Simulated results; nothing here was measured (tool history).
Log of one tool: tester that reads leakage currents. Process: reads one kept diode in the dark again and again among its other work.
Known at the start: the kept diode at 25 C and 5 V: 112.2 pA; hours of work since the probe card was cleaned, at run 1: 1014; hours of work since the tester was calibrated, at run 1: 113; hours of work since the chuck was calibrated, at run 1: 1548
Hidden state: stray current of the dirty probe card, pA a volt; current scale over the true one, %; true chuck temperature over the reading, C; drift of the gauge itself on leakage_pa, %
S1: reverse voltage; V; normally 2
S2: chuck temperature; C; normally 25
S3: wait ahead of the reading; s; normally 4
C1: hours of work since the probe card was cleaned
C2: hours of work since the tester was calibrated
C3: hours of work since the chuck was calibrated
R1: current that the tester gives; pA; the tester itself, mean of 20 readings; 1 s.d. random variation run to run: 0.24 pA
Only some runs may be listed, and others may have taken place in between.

Run 1, day 0: usual settings; C1 1014; C2 113; C3 1548. Result: R1 84.91 pA.
Run 2, day 1.762: usual settings but S1 7 V; C1 1034; C2 133; C3 1569. Result: R1 141.1 pA.
Run 3, day 2.812: usual settings; C1 1046; C2 146; C3 1581. Result: R1 84.99 pA.
Run 4, day 3.625: usual settings; C1 1056; C2 155; C3 1590. Result: R1 85.53 pA.
Run 5, day 5.321: usual settings; C1 1075; C2 175; C3 1610. Result: R1 85.26 pA.
Run 6, day 6.362: usual settings; C1 1088; C2 187; C3 1622. Result: R1 85.49 pA.
Run 7, day 7.442: usual settings; C1 1100; C2 199; C3 1635. Result: R1 85.61 pA.
Run 8, day 8.396: usual settings; C1 1111; C2 210; C3 1646. Result: R1 85.42 pA.
Run 9, day 9.762: usual settings; C1 1127; C2 226; C3 1662. Result: R1 85.76 pA.
Run 10, day 10.838: usual settings but S2 35 C, S3 2.66 s; C1 1139; C2 239; C3 1674. Result: R1 178.59 pA.
Run 11, day 12.483: usual settings but S1 2.39 V, S2 35 C, S3 0.8 s; C1 1159; C2 258; C3 1693. Result: R1 192.09 pA.
Run 12, day 13.292: usual settings but S1 9.79 V, S2 45 C, S3 0.8 s; C1 1168; C2 267; C3 1703. Result: R1 661.71 pA.
Run 13, day 14.721: usual settings but S1 1.01 V, S2 38 C, S3 0.41 s; C1 1185; C2 284; C3 1719. Result: R1 170.56 pA.
Run 14, day 15.492: usual settings but S1 1.01 V, S2 38 C, S3 0.41 s; C1 1194; C2 293; C3 1728. Result: R1 170.74 pA.
Run 15, day 16.467: usual settings but S1 5.92 V, S2 53 C, S3 0.87 s; C1 1205; C2 304; C3 1739. Result: R1 917.14 pA.

Branching from run 15: 3 alternative next runs. What would each branch give?
Run A, day 18.188: usual settings but S1 1.24 V, S2 34 C, S3 0.87 s; C1 1225; C2 324; C3 1759. Result: R1 ?.
Run B, day 18.188: usual settings but S1 1.61 V, S3 1.09 s; C1 1225; C2 324; C3 1759. Result: R1 ?.
Run C, day 18.188: usual settings but S1 4.23 V, S2 31 C; C1 1225; C2 324; C3 1759. Result: R1 ?.

run      R1
  A  138.74
  B   79.21
  C  180.23
Without the tool's hidden state the same runs would have given:
run      R1
  A  131.75
  B   73.69
  C  167.05
